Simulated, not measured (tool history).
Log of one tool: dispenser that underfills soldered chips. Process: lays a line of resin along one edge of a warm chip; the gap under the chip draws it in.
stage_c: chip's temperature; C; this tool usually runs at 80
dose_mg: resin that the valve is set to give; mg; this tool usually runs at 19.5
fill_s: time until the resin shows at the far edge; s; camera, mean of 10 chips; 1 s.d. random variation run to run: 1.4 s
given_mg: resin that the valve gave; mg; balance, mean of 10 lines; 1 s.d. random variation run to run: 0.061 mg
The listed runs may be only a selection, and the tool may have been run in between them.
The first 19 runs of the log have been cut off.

-- day=6.804 new syringe of resin
run 20 day=6.829 | stage_c=91 dose_mg=18.8 | fill_s=91.5 given_mg=18.59
run 21 day=7.208 | stage_c=65 dose_mg=22.4 | fill_s=359.7 given_mg=22.08
-- day=7.304 new syringe of resin
run 22 day=7.421 | stage_c=71 dose_mg=23.7 | fill_s=215.4 given_mg=23.3
run 23 day=7.688 | stage_c=71 dose_mg=23.7 | fill_s=280.6 given_mg=23.32
-- day=7.783 new syringe of resin
run 24 day=8.071 | stage_c=94 dose_mg=18 | fill_s=106.4 given_mg=17.48
run 25 day=8.242 | stage_c=94 dose_mg=18 | fill_s=128.3 given_mg=17.43
-- day=8.283 new syringe of resin
run 26 day=8.638 | stage_c=94 dose_mg=18 | fill_s=112.9 given_mg=17.26
-- day=8.771 new syringe of resin
run 27 day=8.875 | stage_c=94 dose_mg=18 | fill_s=90 given_mg=17.29
run 28 day=9.146 | stage_c=94 dose_mg=18 | fill_s=120.3 given_mg=17.24
-- day=9.258 new syringe of resin
run 29 day=9.342 | stage_c=94 dose_mg=18 | fill_s=87.1 given_mg=17.18
-- day=9.433 dispensing valve cleaned and set on the balance
run 30 day=9.696 | stage_c=65 dose_mg=16.9 | fill_s=369.4 given_mg=16.85
-- day=9.796 new syringe of resin
run 31 day=10.017 | stage_c=83 dose_mg=17.1 | fill_s=151.8 given_mg=16.94
-- day=10.283 new syringe of resin
run 32 day=10.404 | stage_c=80 dose_mg=21.9 | fill_s=152.6 given_mg=21.64
run 33 day=10.662 | stage_c=80 dose_mg=21.9 | fill_s=196.7 given_mg=21.41
-- day=10.779 new syringe of resin
run 34 day=10.871 | stage_c=84 dose_mg=17.7 | fill_s=129.6 given_mg=17.29
run 35 day=11.204 | stage_c=91 dose_mg=18.4 | fill_s=139.3 given_mg=18.01

Consider 4 possible next runs. They are alternatives, not a sequence: every one starts from the tool as it was left by run 35. What does each give?
-- day=11.271 new syringe of resin
run A day=11.45 | stage_c=75 dose_mg=24.4 | fill_s=? given_mg=?
-- day=11.271 new syringe of resin
run B day=11.45 | stage_c=87 dose_mg=22.2 | fill_s=? given_mg=?
-- day=11.271 new syringe of resin
run C day=11.45 | stage_c=68 dose_mg=17.8 | fill_s=? given_mg=?
-- day=11.271 new syringe of resin
run D day=11.45 | stage_c=94 dose_mg=18.4 | fill_s=? given_mg=?

run=A fill_s=191.2 given_mg=23.71
run=B fill_s=119.6 given_mg=21.56
run=C fill_s=261.7 given_mg=17.24
run=D fill_s=97.8 given_mg=18.02
What these runs would have given with no unlogged condition in the tool:
run=A fill_s=168.3 given_mg=24.42
run=B fill_s=104.7 given_mg=22.21
run=C fill_s=229.6 given_mg=17.75
run=D fill_s=85.2 given_mg=18.55

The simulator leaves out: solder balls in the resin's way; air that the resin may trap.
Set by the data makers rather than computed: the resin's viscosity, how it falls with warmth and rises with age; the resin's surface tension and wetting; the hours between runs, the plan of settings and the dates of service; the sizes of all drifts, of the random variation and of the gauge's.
